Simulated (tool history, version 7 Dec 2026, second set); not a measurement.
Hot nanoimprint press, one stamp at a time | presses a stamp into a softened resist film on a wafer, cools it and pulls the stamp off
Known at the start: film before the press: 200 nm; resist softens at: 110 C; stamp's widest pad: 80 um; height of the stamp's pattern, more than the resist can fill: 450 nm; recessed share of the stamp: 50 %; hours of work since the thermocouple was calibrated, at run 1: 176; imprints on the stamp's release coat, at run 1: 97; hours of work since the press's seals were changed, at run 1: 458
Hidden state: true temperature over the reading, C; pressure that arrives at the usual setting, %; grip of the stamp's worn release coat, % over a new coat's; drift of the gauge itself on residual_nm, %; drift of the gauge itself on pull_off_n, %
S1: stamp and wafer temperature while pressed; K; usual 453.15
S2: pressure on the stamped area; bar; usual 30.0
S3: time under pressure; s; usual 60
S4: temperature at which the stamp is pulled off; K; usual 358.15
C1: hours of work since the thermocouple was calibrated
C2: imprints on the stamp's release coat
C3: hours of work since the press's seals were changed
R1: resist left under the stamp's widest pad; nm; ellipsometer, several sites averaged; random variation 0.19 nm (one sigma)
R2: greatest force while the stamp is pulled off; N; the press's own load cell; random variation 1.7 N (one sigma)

run 1 hour=0.0 | S1=453.15 S2=30.0 S3=60 S4=358.15 | C1=176 C2=97 C3=458 | R1=97.1 R2=178
run 2 hour=72.4 | S1=453.15 S2=30.0 S3=72 S4=358.15 | C1=216 C2=235 C3=498 | R1=91.1 R2=183
run 3 hour=151.0 | S1=453.15 S2=30.0 S3=60 S4=358.15 | C1=260 C2=385 C3=542 | R1=96.9 R2=185
run 4 hour=225.7 | S1=453.15 S2=30.0 S3=60 S4=358.15 | C1=301 C2=527 C3=583 | R1=96.6 R2=182
run 5 hour=287.8 | S1=463.15 S2=30.0 S3=60 S4=358.15 | C1=336 C2=645 C3=618 | R1=64.8 R2=186
-- hour=307.5 plate thermocouple calibrated
run 6 hour=355.6 | S1=453.15 S2=30.0 S3=60 S4=347.15 | C1=27 C2=769 C3=654 | R1=99.4 R2=206
run 7 hour=421.9 | S1=453.15 S2=30.0 S3=97 S4=358.15 | C1=63 C2=895 C3=690 | R1=83.9 R2=192
run 8 hour=493.7 | S1=453.15 S2=30.0 S3=89 S4=358.15 | C1=103 C2=1032 C3=730 | R1=86.4 R2=194
run 9 hour=564.2 | S1=453.15 S2=30.0 S3=116 S4=358.15 | C1=142 C2=1166 C3=769 | R1=78.4 R2=192
run 10 hour=643.6 | S1=453.15 S2=30.0 S3=116 S4=358.15 | C1=187 C2=1318 C3=813 | R1=78.1 R2=193
-- hour=677.3 press's hydraulic seals changed and the load cell set to zero
run 11 hour=703.9 | S1=453.15 S2=30.0 S3=116 S4=358.15 | C1=216 C2=1417 C3=15 | R1=75.0 R2=198
run 12 hour=763.6 | S1=453.15 S2=30.0 S3=116 S4=358.15 | C1=249 C2=1531 C3=48 | R1=75.3 R2=196
run 13 hour=802.4 | S1=453.15 S2=30.0 S3=116 S4=358.15 | C1=270 C2=1605 C3=69 | R1=75.1 R2=196
run 14 hour=873.6 | S1=453.15 S2=30.0 S3=116 S4=358.15 | C1=310 C2=1741 C3=109 | R1=74.4 R2=197
run 15 hour=912.8 | S1=453.15 S2=30.0 S3=60 S4=343.15 | C1=332 C2=1815 C3=131 | R1=94.4 R2=232
-- hour=938.9 plate thermocouple calibrated
run 16 hour=989.7 | S1=463.15 S2=38.2 S3=81 S4=365.15 | C1=28 C2=1956 C3=172 | R1=51.1 R2=185
run 17 hour=1033.3 | S1=453.15 S2=30.0 S3=113 S4=350.15 | C1=52 C2=2039 C3=196 | R1=77.6 R2=222
-- hour=1062.1 stamp cleaned and given a new release coat
run 18 hour=1116.5 | S1=458.15 S2=30.0 S3=60 S4=351.15 | C1=95 C2=103 C3=239 | R1=79.2 R2=195
run 19 hour=1159.7 | S1=458.15 S2=31.7 S3=37 S4=358.15 | C1=119 C2=186 C3=263 | R1=91.4 R2=182
run 20 hour=1226.2 | S1=453.15 S2=35.8 S3=87 S4=358.15 | C1=156 C2=312 C3=300 | R1=77.4 R2=181
run 21 hour=1264.0 | S1=453.15 S2=35.8 S3=87 S4=358.15 | C1=177 C2=384 C3=321 | R1=77.6 R2=183
run 22 hour=1347.4 | S1=453.15 S2=35.8 S3=87 S4=356.15 | C1=223 C2=543 C3=367 | R1=77.3 R2=186
run 23 hour=1433.0 | S1=453.15 S2=47.6 S3=60 S4=358.15 | C1=271 C2=707 C3=415 | R1=76.3 R2=186
run 24 hour=1490.7 | S1=453.15 S2=47.6 S3=60 S4=345.15 | C1=303 C2=816 C3=447 | R1=76.4 R2=213
run 25 hour=1550.3 | S1=450.15 S2=30.0 S3=52 S4=358.15 | C1=336 C2=930 C3=480 | R1=112.3 R2=191
-- hour=1563.8 plate thermocouple calibrated
run 26 hour=1620.0 | S1=450.15 S2=30.0 S3=52 S4=358.15 | C1=31 C2=1057 C3=517 | R1=114.5 R2=191
run 27 hour=1689.0 | S1=453.15 S2=34.8 S3=73 S4=352.15 | C1=69 C2=1189 C3=555 | R1=84.9 R2=206
run 28 hour=1728.3 | S1=453.15 S2=30.0 S3=68 S4=351.15 | C1=91 C2=1263 C3=577 | R1=93.1 R2=208
run 29 hour=1765.9 | S1=444.15 S2=30.0 S3=73 S4=355.15 | C1=112 C2=1335 C3=598 | R1=128.4 R2=204

How the hidden state differs across the entries between the runs, from the last listed run before each to the first after it:
Between runs 5 and 6: plate thermocouple calibrated (hour 307.5)
  true temperature over the reading, C: 0.74 -> -0.02; pressure that arrives at the usual setting, %: 95.02 -> 94.74; grip of the stamp's worn release coat, % over a new coat's: 4.2 -> 5.1
  measured less the result without the state, R1: -0.1 -> +2.7 nm; R2: +7 -> +10 N
Between runs 10 and 11: press's hydraulic seals changed and the load cell set to zero (hour 677.3)
  true temperature over the reading, C: 0.34 -> 0.41; pressure that arrives at the usual setting, %: 93.52 -> 100.31; grip of the stamp's worn release coat, % over a new coat's: 8.7 -> 9.4
  measured less the result without the state, R1: +1.6 -> -1.4 nm; R2: +15 -> +16 N
Between runs 15 and 16: plate thermocouple calibrated (hour 938.9)
  true temperature over the reading, C: 0.68 -> -0.02; pressure that arrives at the usual setting, %: 99.45 -> 99.15; grip of the stamp's worn release coat, % over a new coat's: 12 -> 13
  measured less the result without the state, R1: -2.3 -> +0.4 nm; R2: +23 -> +21 N
Between runs 17 and 18: stamp cleaned and given a new release coat (hour 1062.1)
  true temperature over the reading, C: 0.04 -> 0.14; pressure that arrives at the usual setting, %: 98.97 -> 98.64; grip of the stamp's worn release coat, % over a new coat's: 13.5 -> 0.7
  measured less the result without the state, R1: +0.3 -> +0.1 nm; R2: +26 -> +1 N
Between runs 25 and 26: plate thermocouple calibrated (hour 1563.8)
  true temperature over the reading, C: 0.69 -> 0.23; pressure that arrives at the usual setting, %: 96.72 -> 96.44; grip of the stamp's worn release coat, % over a new coat's: 6.1 -> 7
  measured less the result without the state, R1: -1.3 -> +0.9 nm; R2: +10 -> +12 N
